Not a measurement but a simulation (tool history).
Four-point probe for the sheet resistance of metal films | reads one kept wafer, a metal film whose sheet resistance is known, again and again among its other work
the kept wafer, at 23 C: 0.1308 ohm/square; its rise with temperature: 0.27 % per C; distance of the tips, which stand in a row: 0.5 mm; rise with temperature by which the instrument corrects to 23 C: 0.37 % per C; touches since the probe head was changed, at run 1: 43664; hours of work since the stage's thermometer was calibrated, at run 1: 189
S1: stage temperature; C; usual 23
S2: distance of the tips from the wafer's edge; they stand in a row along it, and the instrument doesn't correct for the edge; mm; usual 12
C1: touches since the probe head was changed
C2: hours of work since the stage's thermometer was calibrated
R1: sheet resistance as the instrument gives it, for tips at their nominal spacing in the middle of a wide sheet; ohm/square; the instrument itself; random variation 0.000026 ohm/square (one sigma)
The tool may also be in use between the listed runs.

run	day	S1	S2	C1	C2	R1
1	0.000	23	12	43664	189	0.130761
2	1.279	23	12	44446	212	0.130770
3	2.233	28	12	45030	229	0.130065
4	3.604	28	12	45866	254	0.130111
5	4.533	28	12	46433	270	0.130094
6	6.279	23	12	47499	302	0.130716
7	8.250	23	24	48703	337	0.130556
8	9.862	23	24	49688	366	0.130608
9	11.392	23	41	50622	393	0.130537
10	13.062	19	3	51643	423	0.133064
11	15.038	18	33	52850	458	0.131264
12	15.921	24	9	53389	474	0.130600
13	17.675	23	21	54459	505	0.130583
14	19.283	23	68	55442	534	0.130583
15	20.862	29	17	56407	562	0.129778

Forecast each of these 4 alternatives for the next run:
A	22.325	24	17	57300	589	?
B	22.325	20	18	57300	589	?
C	22.325	29	38	57300	589	?
D	22.325	25	5	57300	589	?

run	R1
A	0.130431
B	0.130980
C	0.129736
D	0.130952
Without the tool's hidden state the same runs would have given:
run	R1
A	0.130712
B	0.131262
C	0.130016
D	0.131234
